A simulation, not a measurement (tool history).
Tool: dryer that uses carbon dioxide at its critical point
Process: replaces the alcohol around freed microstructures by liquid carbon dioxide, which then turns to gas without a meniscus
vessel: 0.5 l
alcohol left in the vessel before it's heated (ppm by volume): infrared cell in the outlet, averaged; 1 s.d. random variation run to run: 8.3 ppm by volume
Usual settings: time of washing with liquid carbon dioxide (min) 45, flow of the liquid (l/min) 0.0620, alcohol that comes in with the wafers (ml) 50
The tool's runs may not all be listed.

| run | day | time of washing with liquid carbon dioxide (min) | flow of the liquid (l/min) | alcohol that comes in with the wafers (ml) | alcohol left in the vessel before it's heated (ppm by volume) |
|---|---|---|---|---|---|
| 1 | 0.000 | 45 | 0.0620 | 50 | 575 |
| 2 | 0.925 | 45 | 0.0620 | 50 | 589 |
| 3 | 2.508 | 45 | 0.0620 | 50 | 596 |
| 4 | 4.012 | 45 | 0.0620 | 50 | 627 |
| 5 | 5.804 | 45 | 0.0509 | 50 | 1524 |
| 6 | 7.367 | 45 | 0.0620 | 50 | 638 |
| 7 | 8.967 | 40 | 0.0700 | 50 | 634 |
| 8 | 10.175 | 40 | 0.0700 | 50 | 637 |
| 9 | 11.888 | 46 | 0.0573 | 101 | 1665 |
| 10 | 13.508 | 67 | 0.0573 | 45 | 186 |
| 11 | 15.092 | 67 | 0.0573 | 45 | 189 |
| 12 | 16.525 | 67 | 0.0375 | 32 | 824 |

Branching from run 12: 3 alternative next runs. What would each branch give?
| A | 18.317 | 70 | 0.0620 | 32 | ? |
| B | 18.317 | 67 | 0.0431 | 32 | ? |
| C | 18.317 | 67 | 0.0765 | 32 | ? |

| run | alcohol left in the vessel before it's heated (ppm by volume) |
|---|---|
| A | 129 |
| B | 468 |
| C | 115 |
With no hidden state in the tool, these same runs would have given:
| run | alcohol left in the vessel before it's heated (ppm by volume) |
|---|---|
| A | 24 |
| B | 255 |
| C | 15 |
